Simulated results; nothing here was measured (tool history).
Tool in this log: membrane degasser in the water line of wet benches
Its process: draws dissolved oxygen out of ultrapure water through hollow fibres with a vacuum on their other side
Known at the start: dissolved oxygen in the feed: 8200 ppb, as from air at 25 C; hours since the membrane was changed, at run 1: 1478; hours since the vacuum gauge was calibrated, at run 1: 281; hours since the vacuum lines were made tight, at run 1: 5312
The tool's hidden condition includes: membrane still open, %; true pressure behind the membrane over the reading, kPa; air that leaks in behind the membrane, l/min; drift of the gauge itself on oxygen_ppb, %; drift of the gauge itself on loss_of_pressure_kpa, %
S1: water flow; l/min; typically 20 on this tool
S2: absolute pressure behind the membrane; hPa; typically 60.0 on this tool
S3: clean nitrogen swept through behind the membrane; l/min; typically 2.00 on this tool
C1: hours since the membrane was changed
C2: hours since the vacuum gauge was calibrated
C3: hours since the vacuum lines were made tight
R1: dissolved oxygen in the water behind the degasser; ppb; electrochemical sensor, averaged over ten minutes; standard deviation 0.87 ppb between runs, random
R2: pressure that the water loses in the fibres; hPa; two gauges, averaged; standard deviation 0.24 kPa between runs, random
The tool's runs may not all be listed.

run    hour  S1     S2    S3    C1    C2    C3     R1     R2
  1     0.0  20   60.0  2.00  1478   281  5312   82.9  610.6
  2    56.4  20   60.0  2.00  1534   337  5369   86.0  613.3
  3   102.4  20   60.0  2.00  1580   383  5415   84.1  611.7
  4   174.7  20   60.0  2.00  1652   456  5487   85.1  611.8
  5   208.6  20  123.1  2.00  1686   490  5521  229.0  610.4
  6   245.9  20  123.1  2.00  1723   527  5558  230.8  609.4
  7   304.8  20  123.1  2.00  1782   586  5617  230.8  615.6
  8   355.9  20  123.1  2.97  1833   637  5668  161.6  615.0
  9   402.2  20   60.0  4.57  1880   683  5715   48.1  613.5
 10   446.5  20   60.0  4.57  1924   727  5759   47.5  616.4
 11   517.7  20   60.0  4.57  1995   799  5830   47.9  609.7
 12   582.5  20   60.0  2.00  2060   863  5895   83.9  610.4
 13   644.8  20   60.0  2.00  2122   926  5957   84.8  614.9
 14   706.5  20   60.0  1.87  2184   987  6019   90.7  612.9
 15   755.8  24   60.0  1.87  2233  1037  6068  122.8  737.1
      801.9  -- seals of the vacuum lines changed
 16   806.9  15  124.0  0.91  2282  1086     5  334.3  462.5
 17   858.2  20  124.0  0.93  2334  1137    56  450.5  611.3
 18   895.6  17   60.0  2.00  2371  1175    94   65.9  522.9
 19   926.7  17  105.3  2.00  2402  1206   125  153.1  523.9
 20   959.8  13   40.1  2.00  2435  1239   158   16.4  400.6
 21  1020.8  13  146.1  4.60  2496  1300   219   82.4  399.9
 22  1053.2  14   87.6  1.91  2529  1332   251  100.1  432.2
 23  1126.3  14   87.6  1.91  2602  1405   324  101.6  429.8
 24  1158.2  14   87.6  1.91  2634  1437   356  100.5  433.2
 25  1200.7  20   45.9  1.38  2676  1480   399   67.1  615.5
 26  1241.5  20   60.0  4.17  2717  1520   440   52.4  619.2
 27  1291.9  13   60.0  4.74  2767  1571   490   21.2  402.7
 28  1342.3  16   76.9  3.11  2818  1621   540   62.2  496.7
 29  1416.7  16   76.9  3.11  2892  1696   615   63.4  493.3
 30  1480.6  20   45.4  2.52  2956  1759   679   43.9  615.0

Entry by entry between the runs, the difference in hidden state between the last listed run before and the first listed run after:
Between runs 15 and 16: seals of the vacuum lines changed (hour 801.9)
  air that leaks in behind the membrane, l/min: 0.0176 -> 0.0016
  measured value less the no-hidden-state value, R1: +5.3 -> +2.3 ppb; R2: +8.6 -> +5.5 hPa
